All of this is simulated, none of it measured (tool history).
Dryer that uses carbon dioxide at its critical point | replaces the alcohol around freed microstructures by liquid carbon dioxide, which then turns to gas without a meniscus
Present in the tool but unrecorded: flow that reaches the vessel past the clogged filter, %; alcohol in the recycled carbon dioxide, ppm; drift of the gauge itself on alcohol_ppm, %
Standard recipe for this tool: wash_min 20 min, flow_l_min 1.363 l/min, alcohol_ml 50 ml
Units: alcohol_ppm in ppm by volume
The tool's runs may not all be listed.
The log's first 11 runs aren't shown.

run,day,wash_min,flow_l_min,alcohol_ml,hours of work since the filter was changed,hours of work since the purifier's bed was changed,alcohol_ppm
12,19.408,23,1.363,50,429,265,99
13,20.554,23,1.363,50,443,279,104
14,22.767,20,1.363,52,470,306,177
15,24.75,20,1.48,50,495,330,139
16,26,20,1.48,50,510,345,147
17,27.162,20,1.87,62,524,359,83
# day 27.388: inlet filter changed
18,28.938,20,1.87,62,19,380,75
19,31.367,19,1.87,25,49,410,70
20,32.675,23,1.81,50,64,426,77
21,34.95,30,1.19,56,92,454,91
22,36.779,30,1.19,56,115,476,78
23,37.838,19,1.06,59,127,489,401
24,39.488,20,1.54,29,148,509,104
25,41.604,21,1.64,36,173,535,111
26,44.021,21,1.64,36,203,564,103
27,45.604,21,1.64,36,222,584,111
28,47.988,21,1.74,36,251,613,111
29,49.538,16,2.11,26,270,632,121
30,50.862,17,1.363,27,286,648,207
31,53.096,17,1.363,27,313,675,207
32,55.471,18,1.04,59,342,704,660

Branching from run 32: 5 alternative next runs. What would each branch give?
A,57.85,18,1.93,59,371,733,?
B,57.85,26,1.76,107,371,733,?
C,57.85,19,2.29,20,371,733,?
D,57.85,20,2.08,55,371,733,?
E,57.85,13,0.89,99,371,733,?

run,alcohol_ppm
A,153
B,125
C,117
D,128
E,3700
Had the tool no hidden state, the same runs would have come out as:
run,alcohol_ppm
A,19
B,4
C,1
D,12
E,2749
